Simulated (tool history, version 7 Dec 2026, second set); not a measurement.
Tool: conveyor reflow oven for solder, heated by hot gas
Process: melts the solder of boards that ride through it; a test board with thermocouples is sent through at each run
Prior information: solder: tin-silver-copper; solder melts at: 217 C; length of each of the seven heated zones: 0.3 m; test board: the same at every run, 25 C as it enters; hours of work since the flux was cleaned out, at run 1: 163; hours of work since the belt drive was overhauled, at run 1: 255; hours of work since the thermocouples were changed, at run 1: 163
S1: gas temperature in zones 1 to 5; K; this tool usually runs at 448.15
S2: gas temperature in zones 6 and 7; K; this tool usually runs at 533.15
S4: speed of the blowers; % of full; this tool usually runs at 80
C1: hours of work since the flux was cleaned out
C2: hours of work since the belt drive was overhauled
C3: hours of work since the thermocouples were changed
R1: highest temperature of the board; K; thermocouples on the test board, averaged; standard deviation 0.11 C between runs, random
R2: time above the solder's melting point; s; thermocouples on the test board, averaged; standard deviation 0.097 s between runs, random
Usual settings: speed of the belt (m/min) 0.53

run 1 hour=0 | S1=448.15 S2=533.15 speed_of_the_belt_(m/min)=0.53 S4=80 | C1=163 C2=255 C3=163 | R1=518.35 R2=46.28
run 2 hour=19.3 | S1=448.15 S2=533.15 speed_of_the_belt_(m/min)=0.53 S4=80 | C1=173 C2=265 C3=173 | R1=518.25 R2=46.07
run 3 hour=28.7 | S1=448.15 S2=533.15 speed_of_the_belt_(m/min)=0.53 S4=80 | C1=179 C2=271 C3=179 | R1=517.95 R2=46.3
run 4 hour=36.9 | S1=448.15 S2=533.15 speed_of_the_belt_(m/min)=0.53 S4=80 | C1=183 C2=275 C3=183 | R1=518.05 R2=46.04
run 5 hour=48.2 | S1=448.15 S2=533.15 speed_of_the_belt_(m/min)=0.53 S4=80 | C1=189 C2=281 C3=189 | R1=517.95 R2=46.14
run 6 hour=62.4 | S1=448.15 S2=533.15 speed_of_the_belt_(m/min)=0.54 S4=80 | C1=197 C2=289 C3=197 | R1=517.55 R2=44.5
-- hour=82.4 flux residue cleaned out of gas plates and filters
run 7 hour=84.1 | S1=459.15 S2=533.15 speed_of_the_belt_(m/min)=0.54 S4=80 | C1=1 C2=298 C3=206 | R1=518.15 R2=48.89
run 8 hour=94.3 | S1=459.15 S2=533.15 speed_of_the_belt_(m/min)=0.54 S4=80 | C1=6 C2=303 C3=211 | R1=518.35 R2=48.73
run 9 hour=110.6 | S1=459.15 S2=533.15 speed_of_the_belt_(m/min)=0.54 S4=80 | C1=15 C2=312 C3=220 | R1=517.95 R2=48.53
run 10 hour=123.1 | S1=448.15 S2=533.15 speed_of_the_belt_(m/min)=0.515 S4=80 | C1=22 C2=319 C3=227 | R1=517.05 R2=46.56
run 11 hour=142 | S1=448.15 S2=533.15 speed_of_the_belt_(m/min)=0.515 S4=80 | C1=32 C2=329 C3=237 | R1=517.35 R2=46.51
run 12 hour=158.8 | S1=448.15 S2=533.15 speed_of_the_belt_(m/min)=0.515 S4=80 | C1=41 C2=338 C3=246 | R1=517.15 R2=46.35
-- hour=170.9 flux residue cleaned out of gas plates and filters, once more
run 13 hour=175.4 | S1=448.15 S2=533.15 speed_of_the_belt_(m/min)=0.515 S4=80 | C1=2 C2=344 C3=252 | R1=520.75 R2=50.37
run 14 hour=193.9 | S1=448.15 S2=533.15 speed_of_the_belt_(m/min)=0.515 S4=80 | C1=12 C2=354 C3=262 | R1=520.55 R2=50.48
run 15 hour=209.4 | S1=439.15 S2=533.15 speed_of_the_belt_(m/min)=0.53 S4=80 | C1=21 C2=362 C3=270 | R1=518.35 R2=44.24
run 16 hour=227 | S1=443.15 S2=531.15 speed_of_the_belt_(m/min)=0.423 S4=81 | C1=30 C2=372 C3=280 | R1=523.05 R2=63.74
run 17 hour=237.4 | S1=443.15 S2=531.15 speed_of_the_belt_(m/min)=0.423 S4=81 | C1=36 C2=377 C3=285 | R1=522.85 R2=63.48
run 18 hour=248 | S1=443.15 S2=531.15 speed_of_the_belt_(m/min)=0.423 S4=81 | C1=41 C2=383 C3=291 | R1=522.85 R2=63.56
run 19 hour=259.9 | S1=443.15 S2=531.15 speed_of_the_belt_(m/min)=0.423 S4=81 | C1=48 C2=389 C3=297 | R1=522.65 R2=63.86
run 20 hour=273.6 | S1=450.15 S2=533.15 speed_of_the_belt_(m/min)=0.53 S4=60 | C1=55 C2=397 C3=305 | R1=515.25 R2=43.51
run 21 hour=284.6 | S1=448.15 S2=533.15 speed_of_the_belt_(m/min)=0.53 S4=69 | C1=61 C2=403 C3=311 | R1=517.05 R2=45.22
run 22 hour=304 | S1=434.15 S2=538.15 speed_of_the_belt_(m/min)=0.53 S4=69 | C1=72 C2=413 C3=321 | R1=518.85 R2=41.87
run 23 hour=318.7 | S1=434.15 S2=538.15 speed_of_the_belt_(m/min)=0.53 S4=69 | C1=79 C2=421 C3=329 | R1=518.55 R2=41.88
run 24 hour=336.7 | S1=434.15 S2=538.15 speed_of_the_belt_(m/min)=0.53 S4=69 | C1=89 C2=431 C3=339 | R1=518.55 R2=41.94
run 25 hour=348 | S1=463.15 S2=530.15 speed_of_the_belt_(m/min)=0.503 S4=56 | C1=95 C2=437 C3=345 | R1=515.95 R2=52.18
run 26 hour=357.2 | S1=448.15 S2=530.15 speed_of_the_belt_(m/min)=0.63 S4=80 | C1=100 C2=442 C3=350 | R1=511.75 R2=32.87
run 27 hour=367.1 | S1=448.15 S2=530.15 speed_of_the_belt_(m/min)=0.63 S4=80 | C1=106 C2=447 C3=355 | R1=511.45 R2=32.53
run 28 hour=385.3 | S1=452.15 S2=536.15 speed_of_the_belt_(m/min)=0.53 S4=76 | C1=115 C2=457 C3=365 | R1=521.85 R2=50.35
run 29 hour=400.1 | S1=452.15 S2=548.15 speed_of_the_belt_(m/min)=0.445 S4=76 | C1=123 C2=465 C3=373 | R1=537.15 R2=70.96
run 30 hour=413.5 | S1=452.15 S2=548.15 speed_of_the_belt_(m/min)=0.445 S4=76 | C1=130 C2=472 C3=380 | R1=537.15 R2=70.87

Consider 4 possible next runs. They are alternatives, not a sequence: every one starts from the tool as it was left by run 30. What does each give?
run A hour=425.7 | S1=452.15 S2=548.15 speed_of_the_belt_(m/min)=0.568 S4=57 | C1=137 C2=479 C3=387 | R1=? R2=?
run B hour=425.7 | S1=438.15 S2=548.15 speed_of_the_belt_(m/min)=0.589 S4=76 | C1=137 C2=479 C3=387 | R1=? R2=?
run C hour=425.7 | S1=455.15 S2=548.15 speed_of_the_belt_(m/min)=0.445 S4=55 | C1=137 C2=479 C3=387 | R1=? R2=?
run D hour=425.7 | S1=448.15 S2=533.15 speed_of_the_belt_(m/min)=0.58 S4=71 | C1=137 C2=479 C3=387 | R1=? R2=?

run=A R1=523.95 R2=46.63
run=B R1=525.25 R2=42.57
run=C R1=533.05 R2=69.25
run=D R1=514.45 R2=38.26
Take away the tool's hidden state, keep each run's random variation, and the runs would have read:
run=A R1=524.45 R2=46.72
run=B R1=526.05 R2=42.9
run=C R1=533.25 R2=68.81
run=D R1=515.05 R2=38.72
